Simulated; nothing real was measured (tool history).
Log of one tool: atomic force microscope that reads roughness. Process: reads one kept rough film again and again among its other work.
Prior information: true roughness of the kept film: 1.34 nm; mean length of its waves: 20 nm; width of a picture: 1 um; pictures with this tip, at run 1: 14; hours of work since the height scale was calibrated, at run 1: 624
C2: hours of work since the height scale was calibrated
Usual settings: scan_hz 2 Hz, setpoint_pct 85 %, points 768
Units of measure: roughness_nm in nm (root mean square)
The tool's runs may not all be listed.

{"run": 1, "day": 0.0, "scan_hz": 2, "setpoint_pct": 85, "points": 768, "pictures with this tip": 14, "C2": 624, "roughness_nm": 1.119}
{"run": 2, "day": 0.896, "scan_hz": 2, "setpoint_pct": 85, "points": 768, "pictures with this tip": 39, "C2": 633, "roughness_nm": 1.103}
{"run": 3, "day": 2.575, "scan_hz": 2.7, "setpoint_pct": 85, "points": 768, "pictures with this tip": 86, "C2": 649, "roughness_nm": 1.051}
{"run": 4, "day": 4.367, "scan_hz": 2.7, "setpoint_pct": 85, "points": 768, "pictures with this tip": 135, "C2": 666, "roughness_nm": 1.019}
{"run": 5, "day": 5.338, "scan_hz": 2.7, "setpoint_pct": 85, "points": 768, "pictures with this tip": 162, "C2": 676, "roughness_nm": 1.013}
{"day": 6.717, "done": "new tip fitted"}
{"run": 6, "day": 6.717, "scan_hz": 2.7, "setpoint_pct": 85, "points": 768, "pictures with this tip": 0, "C2": 689, "roughness_nm": 1.086}
{"run": 7, "day": 8.067, "scan_hz": 2.7, "setpoint_pct": 85, "points": 768, "pictures with this tip": 37, "C2": 702, "roughness_nm": 1.073}
{"run": 8, "day": 9.121, "scan_hz": 2, "setpoint_pct": 85, "points": 839, "pictures with this tip": 66, "C2": 712, "roughness_nm": 1.089}
{"run": 9, "day": 10.088, "scan_hz": 2, "setpoint_pct": 86, "points": 487, "pictures with this tip": 93, "C2": 721, "roughness_nm": 1.067}
{"run": 10, "day": 11.45, "scan_hz": 3.55, "setpoint_pct": 66, "points": 506, "pictures with this tip": 131, "C2": 735, "roughness_nm": 1.094}
{"run": 11, "day": 12.625, "scan_hz": 3.55, "setpoint_pct": 66, "points": 506, "pictures with this tip": 163, "C2": 746, "roughness_nm": 1.087}
{"day": 13.979, "done": "new tip fitted"}
{"run": 12, "day": 13.979, "scan_hz": 1.74, "setpoint_pct": 85, "points": 258, "pictures with this tip": 0, "C2": 759, "roughness_nm": 1.104}
{"run": 13, "day": 14.829, "scan_hz": 0.6, "setpoint_pct": 65, "points": 768, "pictures with this tip": 23, "C2": 767, "roughness_nm": 1.239}
{"run": 14, "day": 15.896, "scan_hz": 0.6, "setpoint_pct": 65, "points": 768, "pictures with this tip": 53, "C2": 777, "roughness_nm": 1.21}
{"run": 15, "day": 17.275, "scan_hz": 0.66, "setpoint_pct": 61, "points": 301, "pictures with this tip": 91, "C2": 790, "roughness_nm": 1.171}

Consider 5 possible next runs. They are alternatives, not a sequence: every one starts from the tool as it was left by run 15. What does each give?
{"run": "A", "day": 18.642, "scan_hz": 1.13, "setpoint_pct": 62, "points": 870, "pictures with this tip": 129, "C2": 804, "roughness_nm": "?"}
{"run": "B", "day": 18.642, "scan_hz": 2, "setpoint_pct": 69, "points": 954, "pictures with this tip": 129, "C2": 804, "roughness_nm": "?"}
{"run": "C", "day": 18.642, "scan_hz": 0.88, "setpoint_pct": 61, "points": 301, "pictures with this tip": 129, "C2": 804, "roughness_nm": "?"}
{"run": "D", "day": 18.642, "scan_hz": 1.04, "setpoint_pct": 68, "points": 987, "pictures with this tip": 129, "C2": 804, "roughness_nm": "?"}
{"run": "E", "day": 18.642, "scan_hz": 2, "setpoint_pct": 71, "points": 835, "pictures with this tip": 129, "C2": 804, "roughness_nm": "?"}

run=A roughness_nm=1.174
run=B roughness_nm=1.141
run=C roughness_nm=1.136
run=D roughness_nm=1.161
run=E roughness_nm=1.132
What these runs would have given with no unlogged condition in the tool:
run=A roughness_nm=1.238
run=B roughness_nm=1.204
run=C roughness_nm=1.199
run=D roughness_nm=1.225
run=E roughness_nm=1.195

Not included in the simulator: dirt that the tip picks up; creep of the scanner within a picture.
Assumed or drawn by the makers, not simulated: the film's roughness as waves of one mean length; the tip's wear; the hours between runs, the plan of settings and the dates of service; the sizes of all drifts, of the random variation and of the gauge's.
